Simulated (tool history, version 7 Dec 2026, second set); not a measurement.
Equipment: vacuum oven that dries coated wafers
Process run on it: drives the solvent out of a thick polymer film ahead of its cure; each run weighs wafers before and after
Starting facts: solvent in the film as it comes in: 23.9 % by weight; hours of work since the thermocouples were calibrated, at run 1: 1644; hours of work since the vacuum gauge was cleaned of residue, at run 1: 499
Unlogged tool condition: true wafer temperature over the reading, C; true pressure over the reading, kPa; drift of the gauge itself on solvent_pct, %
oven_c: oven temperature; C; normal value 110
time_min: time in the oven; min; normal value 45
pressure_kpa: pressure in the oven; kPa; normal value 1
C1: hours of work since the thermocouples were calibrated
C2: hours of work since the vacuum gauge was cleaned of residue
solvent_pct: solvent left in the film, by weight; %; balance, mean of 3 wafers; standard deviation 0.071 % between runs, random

{"run": 1, "hour": 0.0, "oven_c": 110, "time_min": 45, "pressure_kpa": 1, "C1": 1644, "C2": 499, "solvent_pct": 3.78}
{"run": 2, "hour": 41.6, "oven_c": 110, "time_min": 45, "pressure_kpa": 2.04, "C1": 1667, "C2": 522, "solvent_pct": 4.04}
{"run": 3, "hour": 80.2, "oven_c": 110, "time_min": 45, "pressure_kpa": 2.04, "C1": 1688, "C2": 543, "solvent_pct": 4.09}
{"hour": 143.0, "done": "oven's thermocouples calibrated"}
{"run": 4, "hour": 151.5, "oven_c": 110, "time_min": 79, "pressure_kpa": 1, "C1": 5, "C2": 580, "solvent_pct": 2.04}
{"run": 5, "hour": 227.9, "oven_c": 110, "time_min": 79, "pressure_kpa": 1, "C1": 46, "C2": 622, "solvent_pct": 2.05}
{"run": 6, "hour": 283.4, "oven_c": 110, "time_min": 79, "pressure_kpa": 1, "C1": 76, "C2": 652, "solvent_pct": 2.04}
{"run": 7, "hour": 330.6, "oven_c": 110, "time_min": 45, "pressure_kpa": 1, "C1": 102, "C2": 678, "solvent_pct": 5.12}
{"run": 8, "hour": 370.0, "oven_c": 110, "time_min": 45, "pressure_kpa": 1, "C1": 123, "C2": 699, "solvent_pct": 5.12}
{"run": 9, "hour": 443.6, "oven_c": 110, "time_min": 45, "pressure_kpa": 1, "C1": 163, "C2": 739, "solvent_pct": 5.14}
{"run": 10, "hour": 486.6, "oven_c": 110, "time_min": 45, "pressure_kpa": 1, "C1": 187, "C2": 763, "solvent_pct": 5.05}
{"run": 11, "hour": 522.9, "oven_c": 110, "time_min": 45, "pressure_kpa": 3.11, "C1": 207, "C2": 782, "solvent_pct": 5.74}
{"run": 12, "hour": 583.9, "oven_c": 110, "time_min": 45, "pressure_kpa": 3.11, "C1": 240, "C2": 815, "solvent_pct": 5.66}
{"run": 13, "hour": 641.7, "oven_c": 100, "time_min": 45, "pressure_kpa": 1, "C1": 271, "C2": 847, "solvent_pct": 9.71}
{"run": 14, "hour": 714.8, "oven_c": 110, "time_min": 42, "pressure_kpa": 1, "C1": 311, "C2": 887, "solvent_pct": 5.47}
{"run": 15, "hour": 783.5, "oven_c": 110, "time_min": 45, "pressure_kpa": 1.97, "C1": 348, "C2": 924, "solvent_pct": 5.31}
{"run": 16, "hour": 830.9, "oven_c": 110, "time_min": 45, "pressure_kpa": 1, "C1": 374, "C2": 950, "solvent_pct": 5}
{"run": 17, "hour": 896.7, "oven_c": 110, "time_min": 45, "pressure_kpa": 1, "C1": 410, "C2": 986, "solvent_pct": 4.86}
{"run": 18, "hour": 928.6, "oven_c": 110, "time_min": 45, "pressure_kpa": 1, "C1": 427, "C2": 1003, "solvent_pct": 5}
{"run": 19, "hour": 984.6, "oven_c": 110, "time_min": 45, "pressure_kpa": 0.79, "C1": 458, "C2": 1033, "solvent_pct": 4.88}
{"run": 20, "hour": 1048.1, "oven_c": 110, "time_min": 45, "pressure_kpa": 1, "C1": 492, "C2": 1068, "solvent_pct": 4.81}
{"run": 21, "hour": 1089.1, "oven_c": 110, "time_min": 45, "pressure_kpa": 1, "C1": 514, "C2": 1090, "solvent_pct": 5}
{"run": 22, "hour": 1125.4, "oven_c": 110, "time_min": 45, "pressure_kpa": 1, "C1": 534, "C2": 1110, "solvent_pct": 4.92}
{"run": 23, "hour": 1177.9, "oven_c": 110, "time_min": 45, "pressure_kpa": 1, "C1": 563, "C2": 1138, "solvent_pct": 4.96}
{"run": 24, "hour": 1240.1, "oven_c": 110, "time_min": 45, "pressure_kpa": 1, "C1": 597, "C2": 1172, "solvent_pct": 4.82}
{"run": 25, "hour": 1286.2, "oven_c": 110, "time_min": 45, "pressure_kpa": 1, "C1": 622, "C2": 1197, "solvent_pct": 4.91}
{"run": 26, "hour": 1351.9, "oven_c": 110, "time_min": 45, "pressure_kpa": 1, "C1": 657, "C2": 1233, "solvent_pct": 4.83}
{"run": 27, "hour": 1385.8, "oven_c": 118, "time_min": 40, "pressure_kpa": 2.64, "C1": 676, "C2": 1252, "solvent_pct": 2.77}
{"run": 28, "hour": 1419.6, "oven_c": 110, "time_min": 57, "pressure_kpa": 1, "C1": 694, "C2": 1270, "solvent_pct": 3.36}
{"run": 29, "hour": 1468.1, "oven_c": 125, "time_min": 32, "pressure_kpa": 0.63, "C1": 721, "C2": 1296, "solvent_pct": 1.57}
{"run": 30, "hour": 1543.2, "oven_c": 125, "time_min": 50, "pressure_kpa": 0.63, "C1": 761, "C2": 1337, "solvent_pct": 0.49}
{"run": 31, "hour": 1612.0, "oven_c": 125, "time_min": 50, "pressure_kpa": 0.63, "C1": 799, "C2": 1375, "solvent_pct": 0.37}
{"run": 32, "hour": 1690.4, "oven_c": 110, "time_min": 30, "pressure_kpa": 0.52, "C1": 841, "C2": 1417, "solvent_pct": 7.21}
{"run": 33, "hour": 1735.8, "oven_c": 110, "time_min": 34, "pressure_kpa": 1.96, "C1": 866, "C2": 1442, "solvent_pct": 6.63}
{"run": 34, "hour": 1813.5, "oven_c": 108, "time_min": 45, "pressure_kpa": 1, "C1": 908, "C2": 1484, "solvent_pct": 5.37}
{"run": 35, "hour": 1882.3, "oven_c": 119, "time_min": 22, "pressure_kpa": 0.71, "C1": 946, "C2": 1522, "solvent_pct": 5.43}
{"run": 36, "hour": 1925.1, "oven_c": 110, "time_min": 54, "pressure_kpa": 0.89, "C1": 969, "C2": 1545, "solvent_pct": 3.31}
{"run": 37, "hour": 1986.5, "oven_c": 110, "time_min": 54, "pressure_kpa": 0.89, "C1": 1002, "C2": 1578, "solvent_pct": 3.35}
{"run": 38, "hour": 2050.8, "oven_c": 103, "time_min": 29, "pressure_kpa": 0.51, "C1": 1037, "C2": 1613, "solvent_pct": 10.26}
{"run": 39, "hour": 2124.7, "oven_c": 98, "time_min": 39, "pressure_kpa": 1.29, "C1": 1078, "C2": 1653, "solvent_pct": 10.84}
{"run": 40, "hour": 2202.7, "oven_c": 98, "time_min": 39, "pressure_kpa": 1.29, "C1": 1120, "C2": 1696, "solvent_pct": 10.76}
{"run": 41, "hour": 2257.6, "oven_c": 107, "time_min": 48, "pressure_kpa": 0.72, "C1": 1150, "C2": 1726, "solvent_pct": 5.13}
{"run": 42, "hour": 2313.1, "oven_c": 107, "time_min": 48, "pressure_kpa": 0.72, "C1": 1180, "C2": 1756, "solvent_pct": 5.02}
{"run": 43, "hour": 2366.0, "oven_c": 107, "time_min": 48, "pressure_kpa": 0.72, "C1": 1209, "C2": 1785, "solvent_pct": 5.07}
{"run": 44, "hour": 2431.5, "oven_c": 107, "time_min": 48, "pressure_kpa": 0.72, "C1": 1245, "C2": 1820, "solvent_pct": 4.96}
{"run": 45, "hour": 2484.7, "oven_c": 107, "time_min": 48, "pressure_kpa": 0.72, "C1": 1273, "C2": 1849, "solvent_pct": 5.05}
{"run": 46, "hour": 2558.9, "oven_c": 120, "time_min": 51, "pressure_kpa": 1, "C1": 1314, "C2": 1889, "solvent_pct": 1.01}

What if the next run were any one of these 3? Each begins from the tool's condition after run 46:
{"run": "A", "hour": 2623.1, "oven_c": 115, "time_min": 51, "pressure_kpa": 1, "C1": 1349, "C2": 1924, "solvent_pct": "?"}
{"run": "B", "hour": 2623.1, "oven_c": 114, "time_min": 48, "pressure_kpa": 0.81, "C1": 1349, "C2": 1924, "solvent_pct": "?"}
{"run": "C", "hour": 2623.1, "oven_c": 120, "time_min": 51, "pressure_kpa": 1.71, "C1": 1349, "C2": 1924, "solvent_pct": "?"}

run=A solvent_pct=1.83
run=B solvent_pct=2.32
run=C solvent_pct=1.07
Without the tool's hidden state the same runs would have given:
run=A solvent_pct=2.33
run=B solvent_pct=2.91
run=C solvent_pct=1.36
